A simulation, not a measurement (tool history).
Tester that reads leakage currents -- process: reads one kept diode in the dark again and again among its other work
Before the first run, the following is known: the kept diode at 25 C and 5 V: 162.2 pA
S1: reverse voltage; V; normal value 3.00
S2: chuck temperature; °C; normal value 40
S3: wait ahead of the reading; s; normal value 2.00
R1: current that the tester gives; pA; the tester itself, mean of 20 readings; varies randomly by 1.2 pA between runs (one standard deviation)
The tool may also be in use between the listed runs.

| run | day | S1 | S2 | S3 | R1 |
|---|---|---|---|---|---|
| 1 | 0.000 | 3.00 | 40 | 2.00 | 482.62 |
| 2 | 9.404 | 3.00 | 40 | 2.00 | 481.86 |
| 3 | 19.333 | 3.00 | 40 | 2.00 | 479.08 |
| 4 | 28.921 | 3.00 | 31 | 2.00 | 212.32 |
| 5 | 35.362 | 3.00 | 31 | 2.00 | 211.40 |
| 6 | 41.733 | 3.00 | 31 | 1.57 | 211.20 |
|  | 52.404 | chuck's temperature calibrated |
| 7 | 52.404 | 3.13 | 27 | 1.23 | 156.27 |
| 8 | 63.067 | 3.13 | 31 | 1.23 | 224.68 |
| 9 | 68.733 | 3.13 | 31 | 1.23 | 224.76 |
| 10 | 75.325 | 1.02 | 42 | 4.96 | 314.28 |
| 11 | 81.650 | 1.02 | 42 | 4.96 | 312.07 |

What if the next run were any one of these 5? Each begins from the tool's condition after run 11:
| A | 90.567 | 1.19 | 40 | 2.00 | ? |
| B | 90.567 | 3.00 | 38 | 0.83 | ? |
| C | 90.567 | 6.93 | 47 | 4.96 | ? |
| D | 90.567 | 2.15 | 42 | 8.69 | ? |
| E | 90.567 | 3.00 | 22 | 8.63 | ? |

| run | R1 |
|---|---|
| A | 285.75 |
| B | 409.45 |
| C | 1427.54 |
| D | 476.47 |
| E | 93.23 |
With no hidden state in the tool, these same runs would have given:
| run | R1 |
|---|---|
| A | 286.25 |
| B | 408.76 |
| C | 1427.79 |
| D | 477.01 |
| E | 90.59 |
